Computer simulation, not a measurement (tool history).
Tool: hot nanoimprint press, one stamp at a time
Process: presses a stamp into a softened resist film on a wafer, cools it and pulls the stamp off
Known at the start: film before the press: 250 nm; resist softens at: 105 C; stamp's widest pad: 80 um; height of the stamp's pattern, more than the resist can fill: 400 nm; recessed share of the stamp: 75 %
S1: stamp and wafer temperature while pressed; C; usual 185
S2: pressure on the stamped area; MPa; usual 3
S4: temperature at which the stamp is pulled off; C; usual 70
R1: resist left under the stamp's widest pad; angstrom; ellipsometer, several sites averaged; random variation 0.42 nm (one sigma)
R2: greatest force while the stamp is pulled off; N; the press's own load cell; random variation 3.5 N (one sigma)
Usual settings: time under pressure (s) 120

Run 1, hour 0: usual settings. Result: R1 899 angstrom, R2 208 N.
Run 2, hour 30.9: usual settings. Result: R1 891 angstrom, R2 205 N.
Run 3, hour 64.5: usual settings. Result: R1 894 angstrom, R2 217 N.
Run 4, hour 99: usual settings but S1 187 C. Result: R1 823 angstrom, R2 212 N.
Run 5, hour 132.1: usual settings but S4 74 C. Result: R1 893 angstrom, R2 198 N.
Run 6, hour 174.2: usual settings but S4 74 C. Result: R1 897 angstrom, R2 197 N.
Run 7, hour 205.5: usual settings but S4 74 C. Result: R1 882 angstrom, R2 206 N.
Run 8, hour 236: usual settings but S4 74 C. Result: R1 881 angstrom, R2 203 N.
Run 9, hour 265.7: usual settings but time under pressure (s) 81. Result: R1 1053 angstrom, R2 233 N.
Run 10, hour 291.5: usual settings. Result: R1 892 angstrom, R2 230 N.
Run 11, hour 311.4: usual settings. Result: R1 882 angstrom, R2 240 N.
Run 12, hour 356.4: usual settings. Result: R1 882 angstrom, R2 249 N.
Run 13, hour 383.4: usual settings but S2 1.92 MPa. Result: R1 1062 angstrom, R2 248 N.
Run 14, hour 411.1: usual settings but S2 1.92 MPa. Result: R1 1060 angstrom, R2 249 N.
Run 15, hour 443.1: usual settings but S2 1.92 MPa. Result: R1 1056 angstrom, R2 252 N.
Run 16, hour 481.7: usual settings but S2 1.92 MPa. Result: R1 1054 angstrom, R2 247 N.
At hour 492.1: plate thermocouple calibrated.
Run 17, hour 504.4: usual settings but S2 1.92 MPa. Result: R1 1135 angstrom, R2 263 N.
At hour 536: stamp cleaned and given a new release coat.
Run 18, hour 554.6: usual settings but time under pressure (s) 66, S4 68 C. Result: R1 1200 angstrom, R2 224 N.
Run 19, hour 583.3: usual settings but S2 3.11 MPa, time under pressure (s) 66, S4 74 C. Result: R1 1187 angstrom, R2 199 N.
Run 20, hour 620.9: usual settings but time under pressure (s) 159. Result: R1 822 angstrom, R2 223 N.
Run 21, hour 664.2: usual settings but time under pressure (s) 159. Result: R1 838 angstrom, R2 222 N.
Run 22, hour 695.9: usual settings but S2 4.2 MPa, time under pressure (s) 174, S4 68 C. Result: R1 691 angstrom, R2 244 N.
Run 23, hour 740.6: usual settings but S2 2.17 MPa, time under pressure (s) 72, S4 65 C. Result: R1 1298 angstrom, R2 266 N.
Run 24, hour 765.4: usual settings but S1 191 C, S2 3.27 MPa, time under pressure (s) 196. Result: R1 567 angstrom, R2 235 N.
Run 25, hour 788.9: usual settings but time under pressure (s) 96. Result: R1 1036 angstrom, R2 240 N.
Run 26, hour 826.6: usual settings but time under pressure (s) 96. Result: R1 1016 angstrom, R2 253 N.
Run 27, hour 865.8: usual settings but S1 189 C, S4 72 C. Result: R1 793 angstrom, R2 236 N.
Run 28, hour 890.8: usual settings but S2 2.06 MPa, S4 71 C. Result: R1 1080 angstrom, R2 234 N.
Run 29, hour 922.1: usual settings but S2 2.06 MPa, S4 71 C. Result: R1 1070 angstrom, R2 240 N.

Forecast each of these 4 alternatives for the next run:
Run A, hour 946.8: usual settings but S2 2.19 MPa. Result: R1 ?, R2 ?.
Run B, hour 946.8: usual settings but S1 174 C, time under pressure (s) 149, S4 71 C. Result: R1 ?, R2 ?.
Run C, hour 946.8: usual settings but S1 175 C, time under pressure (s) 228. Result: R1 ?, R2 ?.
Run D, hour 946.8: usual settings but S2 2.06 MPa, time under pressure (s) 151, S4 73 C. Result: R1 ?, R2 ?.

run    R1   R2
  A  1060  259
  B  1323  255
  C  1078  251
  D   982  235
Without the tool's hidden state the same runs would have given:
run    R1   R2
  A  1071  219
  B  1333  216
  C  1086  212
  D   993  199
